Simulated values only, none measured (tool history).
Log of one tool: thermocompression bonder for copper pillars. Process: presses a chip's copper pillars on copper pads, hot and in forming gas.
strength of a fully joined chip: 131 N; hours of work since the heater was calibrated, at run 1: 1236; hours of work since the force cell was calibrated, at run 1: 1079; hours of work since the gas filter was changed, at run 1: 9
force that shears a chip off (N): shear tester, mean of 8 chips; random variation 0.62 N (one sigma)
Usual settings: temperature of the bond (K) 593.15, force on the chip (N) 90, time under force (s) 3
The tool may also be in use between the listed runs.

run    hour  temperature of the bond (K)  force on the chip (N)  time under force (s)  hours of work since the heater was calibrated  hours of work since the force cell was calibrated  hours of work since the gas filter was changed  force that shears a chip off (N)
  1       0                       593.15                     90                     3                                           1236                                               1079                                               9                              69.2
       50.3  -- heater calibrated with a thermocouple chip
  2    74.6                       593.15                     90                     3                                             13                                               1117                                              47                              65.5
  3   122.9                       608.15                     90                     3                                             38                                               1142                                              72                                72
  4   165.3                       608.15                     90                     3                                             60                                               1164                                              94                              71.2
  5   205.6                       593.15                     90                     3                                             81                                               1185                                             115                              63.5
  6     247                       620.15                     90                     3                                            103                                               1207                                             137                              76.1
  7   296.8                       620.15                     90                     3                                            129                                               1233                                             163                              76.8
      300.7  -- forming gas filter changed
  8   363.8                       620.15                     90                     3                                            164                                               1268                                              33                              81.6
  9   418.3                       593.15                     90                     3                                            192                                               1296                                              61                              64.8
 10   472.5                       593.15                     90                     3                                            221                                               1325                                              90                              64.8
 11     547                       593.15                     90                     3                                            259                                               1364                                             129                              61.9
 12   585.6                       596.15                     64                     5                                            280                                               1384                                             149                              54.9
      621.1  -- forming gas filter changed
 13   636.7                       604.15                     90                     4                                            306                                               1410                                               8                              81.2
      664.9  -- force cell calibrated
 14   677.6                       593.15                    134                     3                                            327                                                  7                                              29                              94.1
 15   735.1                       566.15                     61                     3                                            357                                                 37                                              59                              34.6
 16   768.5                       566.15                     61                     3                                            374                                                 54                                              76                              34.2
 17   808.6                       582.15                     61                     7                                            395                                                 75                                              97                              55.7
 18   850.1                       582.15                     61                     7                                            417                                                 97                                             119                              55.4
 19   901.9                       582.15                     61                     7                                            444                                                124                                             146                              54.1
      943.1  -- forming gas filter changed
 20   962.5                       605.15                     90                     3                                            475                                                155                                              10                              76.6
 21  1033.8                       605.15                     90                     3                                            513                                                193                                              47                              74.5
 22  1071.2                       593.15                     85                     3                                            532                                                212                                              67                              63.9

5 ways to go on from here, each from the tool as it stands after run 22. What would each give?
  A  1123.4                       606.15                     90                     2                                            560                                                239                                              94                                 ?
  B  1123.4                       593.15                     85                     7                                            560                                                239                                              94                                 ?
  C  1123.4                       572.15                    128                     3                                            560                                                239                                              94                                 ?
  D  1123.4                       588.15                     90                     3                                            560                                                239                                              94                                 ?
  E  1123.4                       593.15                     90                     6                                            560                                                239                                              94                                 ?

run  force that shears a chip off (N)
  A                                65
  B                                83
  C                              74.5
  D                              63.3
  E                                82
Without the tool's hidden state the same runs would have given:
run  force that shears a chip off (N)
  A                              66.6
  B                              85.4
  C                              76.3
  D                              64.7
  E                              84.4
